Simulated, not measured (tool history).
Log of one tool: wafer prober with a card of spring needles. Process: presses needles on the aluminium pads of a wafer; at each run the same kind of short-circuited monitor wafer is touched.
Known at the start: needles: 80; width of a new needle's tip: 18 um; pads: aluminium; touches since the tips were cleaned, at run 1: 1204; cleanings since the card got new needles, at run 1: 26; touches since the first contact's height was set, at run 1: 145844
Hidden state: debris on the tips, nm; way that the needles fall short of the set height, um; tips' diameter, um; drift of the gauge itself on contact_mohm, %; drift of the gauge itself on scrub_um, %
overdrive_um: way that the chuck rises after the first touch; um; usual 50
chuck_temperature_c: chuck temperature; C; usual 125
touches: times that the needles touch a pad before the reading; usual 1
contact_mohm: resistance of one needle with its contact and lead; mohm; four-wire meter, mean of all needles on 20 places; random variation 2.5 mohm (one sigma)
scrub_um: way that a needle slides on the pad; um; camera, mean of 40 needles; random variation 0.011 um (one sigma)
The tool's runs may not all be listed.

run,day,overdrive_um,chuck_temperature_c,touches,touches since the tips were cleaned,cleanings since the card got new needles,touches since the first contact's height was set,contact_mohm,scrub_um
1,0.000,50,125,1,1204,26,145844,289,8.63
# day 0.138: height of the first contact set anew
# day 0.554: tips cleaned on abrasive film
2,1.017,50,125,1,3659,27,6904,287,8.64
# day 1.171: tips cleaned on abrasive film
3,1.721,50,125,1,4335,28,12406,281,8.61
# day 1.867: tips cleaned on abrasive film
# day 2.475: tips cleaned on abrasive film
# day 3.100: tips cleaned on abrasive film
4,3.254,50,125,1,1205,31,24387,286,8.65
# day 3.808: tips cleaned on abrasive film
5,3.950,50,125,1,1114,32,29856,280,8.65
# day 4.479: tips cleaned on abrasive film
# day 5.138: tips cleaned on abrasive film
6,5.529,50,125,1,3068,34,42212,282,8.66
# day 5.846: tips cleaned on abrasive film
7,6.288,50,125,1,3466,35,48157,283,8.67
# day 6.458: tips cleaned on abrasive film
8,6.988,50,65,1,4178,36,53640,267,8.69
# day 7.079: tips cleaned on abrasive film
# day 7.688: tips cleaned on abrasive film
9,7.688,50,65,1,0,38,59082,268,8.71
# day 8.346: tips cleaned on abrasive film
10,8.354,50,65,1,65,39,64320,267,8.72
# day 8.975: tips cleaned on abrasive film
11,9.129,34,125,1,1226,40,70402,291,5.93
# day 9.675: tips cleaned on abrasive film
# day 10.283: tips cleaned on abrasive film
12,10.496,50,124,1,1647,42,81078,283,8.73
# day 10.900: tips cleaned on abrasive film
# day 11.571: tips cleaned on abrasive film
13,11.833,50,124,1,2056,44,91566,283,8.74
# day 12.200: tips cleaned on abrasive film
# day 12.871: tips cleaned on abrasive film
14,13.421,50,124,1,4335,46,104001,283,8.75
# day 13.567: tips cleaned on abrasive film
15,14.104,50,124,1,4231,47,109364,285,8.78
# day 14.217: tips cleaned on abrasive film
# day 14.892: tips cleaned on abrasive film
16,15.350,60,40,2,3597,49,119102,259,10.55
# day 15.554: tips cleaned on abrasive film
# day 16.208: tips cleaned on abrasive film
# day 16.817: tips cleaned on abrasive film
17,16.842,50,124,1,171,52,130749,280,8.80
# day 17.500: tips cleaned on abrasive film
18,18.071,36,69,1,4483,53,140399,275,6.35
# day 18.212: tips cleaned on abrasive film
19,18.767,36,69,1,4360,54,145863,274,6.34
# day 18.904: tips cleaned on abrasive film
# day 18.917: height of the first contact set anew
# day 19.550: tips cleaned on abrasive film
20,19.958,50,71,1,3236,56,8180,267,8.81
# day 20.167: tips cleaned on abrasive film
# day 20.854: tips cleaned on abrasive film
# day 21.488: tips cleaned on abrasive film
21,21.488,50,71,1,0,59,20136,267,8.85
# day 21.867: gauge calibrated
# day 22.167: tips cleaned on abrasive film
# day 22.854: tips cleaned on abrasive film
22,23.083,31,36,2,1828,61,32643,267,5.35
# day 23.517: tips cleaned on abrasive film
# day 24.154: tips cleaned on abrasive film
23,24.408,49,54,2,2017,63,43021,268,8.46
# day 24.867: tips cleaned on abrasive film
# day 25.504: tips cleaned on abrasive film
24,25.550,50,48,1,338,65,51922,261,8.67

The next listed run, before its measurement:
# day 26.125: tips cleaned on abrasive film
# day 26.746: tips cleaned on abrasive film
25,26.838,50,48,1,725,67,62009,?,?

Run 25 gave contact_mohm 262 mohm, scrub_um 8.65 um.
Without the tool's hidden state the same run would have given contact_mohm 261 mohm, scrub_um 8.60 um.
